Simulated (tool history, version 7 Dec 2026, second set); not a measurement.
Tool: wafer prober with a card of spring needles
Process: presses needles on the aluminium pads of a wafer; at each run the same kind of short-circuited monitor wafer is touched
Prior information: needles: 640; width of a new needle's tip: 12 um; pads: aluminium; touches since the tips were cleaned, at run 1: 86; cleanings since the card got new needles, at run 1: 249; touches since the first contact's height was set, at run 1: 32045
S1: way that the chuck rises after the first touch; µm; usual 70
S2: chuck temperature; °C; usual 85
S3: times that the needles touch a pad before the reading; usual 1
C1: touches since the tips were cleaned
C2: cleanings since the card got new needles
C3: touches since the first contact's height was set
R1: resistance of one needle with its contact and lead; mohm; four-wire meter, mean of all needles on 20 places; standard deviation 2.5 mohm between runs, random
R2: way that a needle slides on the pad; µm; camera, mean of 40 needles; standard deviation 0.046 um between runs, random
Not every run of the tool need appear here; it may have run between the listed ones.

Run 1, hour 0: usual settings; C1 86; C2 249; C3 32045. Result: R1 291 mohm, R2 18.68 µm.
At hour 3.5: tips cleaned on abrasive film.
At hour 7.9: tips cleaned on abrasive film.
At hour 12.2: tips cleaned on abrasive film.
At hour 15.7: tips cleaned on abrasive film.
At hour 20.1: tips cleaned on abrasive film.
At hour 23.6: tips cleaned on abrasive film.
Run 2, hour 25.7: usual settings but S1 74 µm; C1 1687; C2 255; C3 51713. Result: R1 315 mohm, R2 19.65 µm.
At hour 27.5: tips cleaned on abrasive film.
At hour 31.9: tips cleaned on abrasive film.
At hour 36.2: tips cleaned on abrasive film.
At hour 39.7: tips cleaned on abrasive film.
At hour 44.1: tips cleaned on abrasive film.
At hour 48.3: tips cleaned on abrasive film.
Run 3, hour 48.3: usual settings but S1 75 µm; C1 0; C2 261; C3 68906. Result: R1 288 mohm, R2 19.75 µm.
At hour 52.6: tips cleaned on abrasive film.
At hour 57: tips cleaned on abrasive film.
At hour 57.3: height of the first contact set anew.
At hour 61.6: tips cleaned on abrasive film.
At hour 66: tips cleaned on abrasive film.
At hour 69.5: tips cleaned on abrasive film.
At hour 73.8: tips cleaned on abrasive film.
At hour 78.2: tips cleaned on abrasive film.
At hour 81.7: tips cleaned on abrasive film.
At hour 86: tips cleaned on abrasive film.
Run 4, hour 88.1: usual settings but S1 75 µm; C1 1641; C2 270; C3 23612. Result: R1 309 mohm, R2 20.19 µm.
At hour 89.9: tips cleaned on abrasive film.
At hour 94.3: tips cleaned on abrasive film.
At hour 97.8: tips cleaned on abrasive film.
At hour 102.1: tips cleaned on abrasive film.
At hour 106.5: tips cleaned on abrasive film.
At hour 110.8: tips cleaned on abrasive film.
Run 5, hour 114: usual settings but S1 56 µm; C1 2463; C2 276; C3 43384. Result: R1 354 mohm, R2 14.79 µm.
At hour 114.9: tips cleaned on abrasive film.
At hour 119.3: tips cleaned on abrasive film.
At hour 122.8: tips cleaned on abrasive film.
At hour 127.1: tips cleaned on abrasive film.
At hour 131.5: tips cleaned on abrasive film.
At hour 135.8: tips cleaned on abrasive film.
At hour 140.2: tips cleaned on abrasive film.
At hour 144.5: tips cleaned on abrasive film.
At hour 148.9: tips cleaned on abrasive film.
At hour 153.2: tips cleaned on abrasive film.
At hour 156.1: height of the first contact set anew.
At hour 157.9: tips cleaned on abrasive film.
Run 6, hour 159.1: usual settings but S1 72 µm, S2 84 °C, S3 3; C1 909; C2 287; C3 2241. Result: R1 291 mohm, R2 19.43 µm.
At hour 161.7: tips cleaned on abrasive film.
At hour 165.2: tips cleaned on abrasive film.
At hour 169.6: tips cleaned on abrasive film.
At hour 173.9: tips cleaned on abrasive film.
At hour 178.3: tips cleaned on abrasive film.
At hour 182.6: tips cleaned on abrasive film.
At hour 187: tips cleaned on abrasive film.
At hour 191.3: tips cleaned on abrasive film.
At hour 195.5: tips cleaned on abrasive film.
Run 7, hour 195.5: usual settings but S1 72 µm, S2 84 °C, S3 3; C1 0; C2 296; C3 30067. Result: R1 289 mohm, R2 19.33 µm.
At hour 199.8: tips cleaned on abrasive film.
At hour 203.3: tips cleaned on abrasive film.
At hour 207.7: tips cleaned on abrasive film.
At hour 212: tips cleaned on abrasive film.
At hour 216.4: tips cleaned on abrasive film.
At hour 220.7: tips cleaned on abrasive film.
Run 8, hour 221.6: usual settings but S1 75 µm, S2 84 °C; C1 666; C2 302; C3 50040. Result: R1 301 mohm, R2 20 µm.
At hour 225.1: tips cleaned on abrasive film.
At hour 228.6: tips cleaned on abrasive film.
At hour 232.9: tips cleaned on abrasive film.
At hour 236.4: tips cleaned on abrasive film.
At hour 240.8: tips cleaned on abrasive film.
At hour 245.1: tips cleaned on abrasive film.
At hour 249.5: tips cleaned on abrasive film.
At hour 253.8: tips cleaned on abrasive film.
At hour 255: height of the first contact set anew.
At hour 258.5: tips cleaned on abrasive film.
At hour 262.9: tips cleaned on abrasive film.
At hour 267.2: tips cleaned on abrasive film.
Run 9, hour 267.4: usual settings but S1 66 µm, S2 27 °C; C1 119; C2 313; C3 9441. Result: R1 275 mohm, R2 17.74 µm.
At hour 270.9: tips cleaned on abrasive film.
At hour 275.2: tips cleaned on abrasive film.
At hour 278.7: tips cleaned on abrasive film.
At hour 283.1: tips cleaned on abrasive film.
At hour 287.4: tips cleaned on abrasive film.
At hour 291.8: tips cleaned on abrasive film.
At hour 296.1: tips cleaned on abrasive film.
At hour 300.5: tips cleaned on abrasive film.
At hour 304: tips cleaned on abrasive film.
At hour 308.3: tips cleaned on abrasive film.
Run 10, hour 310: usual settings but S1 80 µm; C1 1286; C2 323; C3 42020. Result: R1 309 mohm, R2 21.46 µm.

Some steps in R1 between neighbouring runs. How much of each would the tool show without its hidden state too (settings, what came in, random variation), and how much is left for the hidden state, with any gauge scatter that isn't in both results?
Hidden conditions of the tool in this case: debris on the tips, nm; way that the needles fall short of the set height, um; tips' diameter, um; drift of the gauge itself on contact_mohm, %; drift of the gauge itself on scrub_um, %.
Run 5 -> 6: S1 56 -> 72, S2 85 -> 84, S3 1 -> 3, tips cleaned on abrasive film, tips cleaned on abrasive film, tips cleaned on abrasive film, tips cleaned on abrasive film, tips cleaned on abrasive film, tips cleaned on abrasive film, tips cleaned on abrasive film, tips cleaned on abrasive film, tips cleaned on abrasive film, tips cleaned on abrasive film, height of the first contact set anew, tips cleaned on abrasive film. R1 -63 mohm: hidden state -60, all else -3.
